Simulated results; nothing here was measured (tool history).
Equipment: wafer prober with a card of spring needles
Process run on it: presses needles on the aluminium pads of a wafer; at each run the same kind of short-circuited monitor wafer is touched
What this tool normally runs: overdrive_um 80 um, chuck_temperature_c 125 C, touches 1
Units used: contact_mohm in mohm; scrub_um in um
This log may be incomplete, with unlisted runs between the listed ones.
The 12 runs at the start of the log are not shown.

run   hour  overdrive_um  chuck_temperature_c  touches  contact_mohm  scrub_um
 13  150.2            80                  125        1           225     11.02
     153.7  -- tips cleaned on abrasive film
 14  157.0            80                  125        1           221     11.00
     168.5  -- tips cleaned on abrasive film
 15  171.0            66                  125        1           225      9.06
     183.5  -- tips cleaned on abrasive film
 16  185.5            80                   57        1           207     10.98
 17  197.1            88                  125        1           231     12.09
     198.8  -- tips cleaned on abrasive film
 18  208.3            80                   55        1           213     10.97
     213.9  -- tips cleaned on abrasive film
 19  219.9            80                   55        1           211     10.99
     228.5  -- tips cleaned on abrasive film
 20  236.6            94                  125        1           222     12.87
     243.2  -- tips cleaned on abrasive film
 21  250.7            70                   42        2           208      9.57
     258.4  -- tips cleaned on abrasive film
 22  261.1            79                   42        2           202     10.81
     266.4  -- height of the first contact set anew
     274.0  -- tips cleaned on abrasive film
 23  277.6            80                  125        1           220     11.03

Forecast run 24:
 24  286.5            80                  125        1             ?         ?

{"run 24": {"contact_mohm": 229, "scrub_um": 11.03}}
With the hidden condition absent and the run-to-run variation left alone, this run would have shown contact_mohm 219 mohm, scrub_um 11.04 um.

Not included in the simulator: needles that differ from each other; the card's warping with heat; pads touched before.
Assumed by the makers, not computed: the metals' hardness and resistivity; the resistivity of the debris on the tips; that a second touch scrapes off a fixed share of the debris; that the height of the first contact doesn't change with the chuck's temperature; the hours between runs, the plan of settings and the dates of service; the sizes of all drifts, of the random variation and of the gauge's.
